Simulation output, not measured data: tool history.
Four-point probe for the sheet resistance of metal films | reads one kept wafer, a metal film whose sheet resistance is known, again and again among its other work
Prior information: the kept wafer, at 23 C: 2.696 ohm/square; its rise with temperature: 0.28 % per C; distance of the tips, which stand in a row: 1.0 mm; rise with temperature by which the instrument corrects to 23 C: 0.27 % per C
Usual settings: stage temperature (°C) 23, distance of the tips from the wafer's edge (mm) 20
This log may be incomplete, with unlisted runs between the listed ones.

run    hour  stage temperature (°C)  distance of the tips from the wafer's edge (mm)  sheet resistance as the instrument gives it (ohm/square)
  1       0                      23                                               20                                                  2.715914
  2    68.1                      23                                               20                                                  2.715188
  3   116.6                      23                                                6                                                  2.752471
  4   206.1                      23                                                6                                                  2.753805
  5   279.4                      23                                               10                                                  2.729034
      284.7  -- new probe head fitted
  6   354.9                      23                                               10                                                  2.710891
  7     426                      23                                                5                                                  2.753984
  8   473.5                      24                                               20                                                  2.701954
  9   569.2                      24                                               20                                                  2.702979
 10   629.8                      23                                                5                                                  2.756614
 11   709.4                      21                                               20                                                  2.703764
 12   786.3                      21                                               20                                                  2.705428
 13   831.6                      23                                               20                                                  2.705481
 14   888.6                      23                                               20                                                  2.706655
 15   978.9                      19                                               10                                                   2.71735
 16  1070.5                      33                                               15                                                  2.713254
 17  1148.8                      23                                                6                                                  2.745916
 18  1229.4                      23                                                6                                                   2.74612
 19    1288                      29                                               11                                                  2.721572
 20  1340.5                      23                                                7                                                  2.738228
 21  1405.1                      23                                                7                                                  2.739224
 22  1473.1                      23                                                7                                                  2.740381
 23  1563.8                      32                                               70                                                  2.713125
 24    1625                      23                                                4                                                  2.800515
 25  1716.7                      23                                                4                                                  2.801504
 26  1798.7                      19                                                6                                                  2.754233
 27  1871.4                      18                                               12                                                  2.725243

3 ways to go on from here, each from the tool as it stands after run 27. What would each give?
     1884.4  -- new probe head fitted
  A  1940.8                      23                                               15                                                         ?
     1884.4  -- new probe head fitted
  B  1940.8                      26                                               11                                                         ?
     1884.4  -- new probe head fitted
  C  1940.8                      23                                               38                                                         ?

run  sheet resistance as the instrument gives it (ohm/square)
  A                                                  2.699594
  B                                                  2.706386
  C                                                  2.693947
With the hidden condition removed and each run's random variation left untouched, the same runs would have given:
run  sheet resistance as the instrument gives it (ohm/square)
  A                                                   2.70159
  B                                                  2.708366
  C                                                  2.695938

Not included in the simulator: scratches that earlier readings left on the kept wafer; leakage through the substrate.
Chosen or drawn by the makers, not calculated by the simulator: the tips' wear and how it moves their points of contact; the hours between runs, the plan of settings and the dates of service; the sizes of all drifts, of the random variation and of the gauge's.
